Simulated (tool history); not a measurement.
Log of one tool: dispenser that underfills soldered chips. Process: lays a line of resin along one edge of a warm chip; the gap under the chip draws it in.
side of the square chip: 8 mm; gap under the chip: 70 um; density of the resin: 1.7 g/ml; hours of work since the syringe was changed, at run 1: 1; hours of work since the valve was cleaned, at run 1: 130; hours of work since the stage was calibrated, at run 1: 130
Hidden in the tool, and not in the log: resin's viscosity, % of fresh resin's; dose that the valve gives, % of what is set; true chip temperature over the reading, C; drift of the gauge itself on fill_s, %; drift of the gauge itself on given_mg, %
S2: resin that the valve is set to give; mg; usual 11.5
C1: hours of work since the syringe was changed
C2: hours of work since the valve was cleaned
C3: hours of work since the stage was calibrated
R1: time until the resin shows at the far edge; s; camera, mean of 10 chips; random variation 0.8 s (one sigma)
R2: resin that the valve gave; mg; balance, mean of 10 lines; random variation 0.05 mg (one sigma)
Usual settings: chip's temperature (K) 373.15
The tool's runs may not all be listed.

run 1 hour=0 | chip's_temperature_(K)=373.15 S2=11.5 | C1=1 C2=130 C3=130 | R1=87 R2=10.59
-- hour=10 new syringe of resin
run 2 hour=13.9 | chip's_temperature_(K)=369.15 S2=11.5 | C1=3 C2=139 C3=139 | R1=113.8 R2=10.57
-- hour=18.6 dispensing valve cleaned and set on the balance
run 3 hour=21.1 | chip's_temperature_(K)=387.15 S2=11.5 | C1=7 C2=2 C3=143 | R1=79.2 R2=11.5
-- hour=23.5 new syringe of resin
run 4 hour=33.3 | chip's_temperature_(K)=387.15 S2=11.5 | C1=7 C2=10 C3=152 | R1=77 R2=11.4
-- hour=35.3 new syringe of resin
run 5 hour=41.2 | chip's_temperature_(K)=387.15 S2=11.5 | C1=4 C2=15 C3=157 | R1=64.6 R2=11.42
-- hour=47.7 new syringe of resin
run 6 hour=53.3 | chip's_temperature_(K)=387.15 S2=11.5 | C1=4 C2=23 C3=165 | R1=62.4 R2=11.3
-- hour=59.8 new syringe of resin
run 7 hour=63.8 | chip's_temperature_(K)=387.15 S2=11.5 | C1=3 C2=30 C3=172 | R1=58.3 R2=11.32
run 8 hour=70.6 | chip's_temperature_(K)=387.15 S2=11.5 | C1=7 C2=35 C3=177 | R1=81.9 R2=11.24
-- hour=71.6 new syringe of resin
run 9 hour=80 | chip's_temperature_(K)=387.15 S2=11.5 | C1=6 C2=41 C3=183 | R1=72.7 R2=11.27
-- hour=83.5 new syringe of resin
-- hour=95.4 new syringe of resin
run 10 hour=95.4 | chip's_temperature_(K)=387.15 S2=11.5 | C1=0 C2=51 C3=193 | R1=48.4 R2=11.22
run 11 hour=106.4 | chip's_temperature_(K)=377.15 S2=11.5 | C1=8 C2=59 C3=201 | R1=120 R2=11.05
-- hour=107.5 new syringe of resin
run 12 hour=115.5 | chip's_temperature_(K)=377.15 S2=13.4 | C1=6 C2=65 C3=207 | R1=99.5 R2=12.96
-- hour=119.5 new syringe of resin
run 13 hour=123.2 | chip's_temperature_(K)=377.15 S2=13.4 | C1=3 C2=70 C3=212 | R1=80.4 R2=12.97
-- hour=131.7 new syringe of resin
run 14 hour=138.4 | chip's_temperature_(K)=373.15 S2=11.5 | C1=5 C2=80 C3=222 | R1=111.6 R2=11.05
-- hour=144.1 new syringe of resin
run 15 hour=153.6 | chip's_temperature_(K)=373.15 S2=11.6 | C1=6 C2=91 C3=232 | R1=127.8 R2=11.1
-- hour=156.4 new syringe of resin
-- hour=168 new syringe of resin
run 16 hour=168 | chip's_temperature_(K)=373.15 S2=11.6 | C1=0 C2=100 C3=242 | R1=77 R2=10.93
-- hour=179.9 new syringe of resin
run 17 hour=181.9 | chip's_temperature_(K)=373.15 S2=11.6 | C1=1 C2=109 C3=251 | R1=87.5 R2=10.94
-- hour=191.5 new syringe of resin
run 18 hour=191.7 | chip's_temperature_(K)=379.15 S2=10.3 | C1=0 C2=116 C3=258 | R1=66.1 R2=9.64
run 19 hour=200.7 | chip's_temperature_(K)=382.15 S2=11.5 | C1=6 C2=122 C3=264 | R1=91.9 R2=10.74
-- hour=203.6 new syringe of resin
run 20 hour=211.7 | chip's_temperature_(K)=387.15 S2=12.9 | C1=6 C2=130 C3=271 | R1=73.8 R2=12
-- hour=215.7 new syringe of resin
run 21 hour=219.5 | chip's_temperature_(K)=374.15 S2=12.5 | C1=3 C2=135 C3=276 | R1=90.1 R2=11.49
run 22 hour=225.7 | chip's_temperature_(K)=374.15 S2=12.5 | C1=7 C2=139 C3=281 | R1=122.5 R2=11.59
-- hour=227.3 new syringe of resin
-- hour=230.1 dispensing valve cleaned and set on the balance
run 23 hour=234 | chip's_temperature_(K)=361.15 S2=12.4 | C1=4 C2=3 C3=285 | R1=162.4 R2=12.35
-- hour=240.4 new syringe of resin
run 24 hour=243.9 | chip's_temperature_(K)=384.15 S2=11.3 | C1=2 C2=9 C3=292 | R1=63.7 R2=11.29
-- hour=253.1 new syringe of resin
run 25 hour=256.1 | chip's_temperature_(K)=382.15 S2=10.2 | C1=2 C2=18 C3=300 | R1=69 R2=10.13
-- hour=265 new syringe of resin
run 26 hour=270.8 | chip's_temperature_(K)=374.15 S2=13.9 | C1=4 C2=27 C3=310 | R1=102.1 R2=13.71
-- hour=277.7 new syringe of resin
run 27 hour=281.2 | chip's_temperature_(K)=374.15 S2=13.9 | C1=2 C2=34 C3=317 | R1=89.7 R2=13.59
-- hour=289.5 new syringe of resin
run 28 hour=294.6 | chip's_temperature_(K)=374.15 S2=13.9 | C1=3 C2=43 C3=326 | R1=98.5 R2=13.51
-- hour=301.1 new syringe of resin
run 29 hour=303.9 | chip's_temperature_(K)=383.15 S2=12.7 | C1=2 C2=50 C3=332 | R1=64.1 R2=12.39
-- hour=312.8 new syringe of resin
run 30 hour=319.1 | chip's_temperature_(K)=383.15 S2=12.7 | C1=4 C2=60 C3=343 | R1=76.6 R2=12.3
-- hour=325.1 new syringe of resin
run 31 hour=329.3 | chip's_temperature_(K)=383.15 S2=12.7 | C1=3 C2=67 C3=349 | R1=66.4 R2=12.2
-- hour=337 new syringe of resin
run 32 hour=339.5 | chip's_temperature_(K)=387.15 S2=12.9 | C1=2 C2=73 C3=356 | R1=53.9 R2=12.35
-- hour=348.8 new syringe of resin
run 33 hour=348.8 | chip's_temperature_(K)=387.15 S2=10.9 | C1=0 C2=80 C3=362 | R1=51 R2=10.36
run 34 hour=358.5 | chip's_temperature_(K)=387.15 S2=10.9 | C1=7 C2=86 C3=369 | R1=83.3 R2=10.41

Forecast each of these 3 alternatives for the next run:
-- hour=360.7 new syringe of resin
run A hour=371.2 | chip's_temperature_(K)=376.15 S2=13.7 | C1=7 C2=95 C3=378 | R1=? R2=?
-- hour=360.7 new syringe of resin
run B hour=371.2 | chip's_temperature_(K)=367.15 S2=11.5 | C1=7 C2=95 C3=378 | R1=? R2=?
-- hour=360.7 new syringe of resin
run C hour=371.2 | chip's_temperature_(K)=370.15 S2=11.5 | C1=7 C2=95 C3=378 | R1=? R2=?

run=A R1=122.3 R2=12.96
run=B R1=176.3 R2=10.89
run=C R1=157 R2=10.91
Without the tool's hidden state the same runs would have given:
run=A R1=65.9 R2=13.69
run=B R1=94.3 R2=11.5
run=C R1=83.8 R2=11.52
